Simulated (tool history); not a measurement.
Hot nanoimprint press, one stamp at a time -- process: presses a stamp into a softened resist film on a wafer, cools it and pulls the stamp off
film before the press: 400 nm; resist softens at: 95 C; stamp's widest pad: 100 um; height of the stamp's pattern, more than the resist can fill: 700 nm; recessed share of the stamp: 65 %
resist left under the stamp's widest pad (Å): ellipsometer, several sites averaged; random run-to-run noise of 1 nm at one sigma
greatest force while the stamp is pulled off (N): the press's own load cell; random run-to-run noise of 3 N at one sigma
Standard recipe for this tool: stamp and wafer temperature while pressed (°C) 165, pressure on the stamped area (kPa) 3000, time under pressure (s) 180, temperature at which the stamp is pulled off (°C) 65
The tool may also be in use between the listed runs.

run   hour  stamp and wafer temperature while pressed (°C)  pressure on the stamped area (kPa)  time under pressure (s)  temperature at which the stamp is pulled off (°C)  resist left under the stamp's widest pad (Å)  greatest force while the stamp is pulled off (N)
  1    0.0                                             165                                3000                      180                                                 65                                          1510                                               183
  2    8.5                                             165                                3000                      180                                                 65                                          1535                                               189
  3   16.2                                             165                                3000                      180                                                 65                                          1530                                               191
  4   22.2                                             165                                2360                      180                                                 65                                          1676                                               187
  5   30.4                                             165                                4020                      180                                                 65                                          1337                                               185
  6   43.6                                             165                                4020                      180                                                 65                                          1345                                               194
  7   50.8                                             165                                4020                      338                                                 65                                           994                                               189
  8   62.0                                             165                                4020                      338                                                 65                                          1015                                               192
  9   70.8                                             165                                3000                      180                                                 65                                          1520                                               189
 10   83.9                                             165                                3000                      180                                                 65                                          1534                                               192
      94.9  -- stamp cleaned and given a new release coat
 11   96.0                                             165                                3000                      180                                                 65                                          1530                                               162
 12  108.9                                             165                                3000                      180                                                 65                                          1528                                               162
 13  119.9                                             165                                3000                      180                                                 65                                          1538                                               158
 14  129.9                                             165                                3000                      180                                                 65                                          1539                                               165
 15  135.8                                             165                                3000                      180                                                 56                                          1535                                               179
 16  147.7                                             165                                3000                      180                                                 61                                          1549                                               175
 17  153.2                                             165                                3000                      180                                                 61                                          1541                                               174
 18  165.8                                             165                                3000                      277                                                 65                                          1283                                               161
 19  174.5                                             161                                3000                      180                                                 61                                          1840                                               171
 20  184.4                                             175                                4190                      309                                                 61                                           648                                               178
 21  197.1                                             173                                2690                      343                                                 64                                           822                                               172
 22  207.4                                             164                                4030                      119                                                 63                                          1721                                               179
 23  219.7                                             167                                3000                      180                                                 65                                          1418                                               171
 24  228.9                                             163                                4160                      130                                                 53                                          1704                                               190
 25  238.2                                             165                                1890                      183                                                 65                                          1876                                               168
 26  249.6                                             172                                3000                       93                                                 65                                          1508                                               173
 27  256.4                                             165                                3000                      180                                                 51                                          1578                                               202
 28  267.2                                             157                                3270                      180                                                 51                                          2181                                               207
 29  278.4                                             156                                2550                      200                                                 51                                          2391                                               202

Predict each of these 5 candidate next runs independently; none follows another, all start after run 29:
  A  291.1                                             153                                2550                      200                                                 51                                             ?                                                 ?
  B  291.1                                             175                                3000                      180                                                 54                                             ?                                                 ?
  C  291.1                                             156                                2260                      230                                                 59                                             ?                                                 ?
  D  291.1                                             156                                3610                      313                                                 51                                             ?                                                 ?
  E  291.1                                             156                                2550                      200                                                 57                                             ?                                                 ?

run  resist left under the stamp's widest pad (Å)  greatest force while the stamp is pulled off (N)
  A                                          2693                                               207
  B                                           993                                               199
  C                                          2421                                               192
  D                                          1816                                               199
  E                                          2401                                               196
The same runs, with their run-to-run variation unchanged, on a tool lacking any hidden condition would have given:
run  resist left under the stamp's widest pad (Å)  greatest force while the stamp is pulled off (N)
  A                                          2540                                               185
  B                                           924                                               177
  C                                          2271                                               171
  D                                          1672                                               178
  E                                          2251                                               175
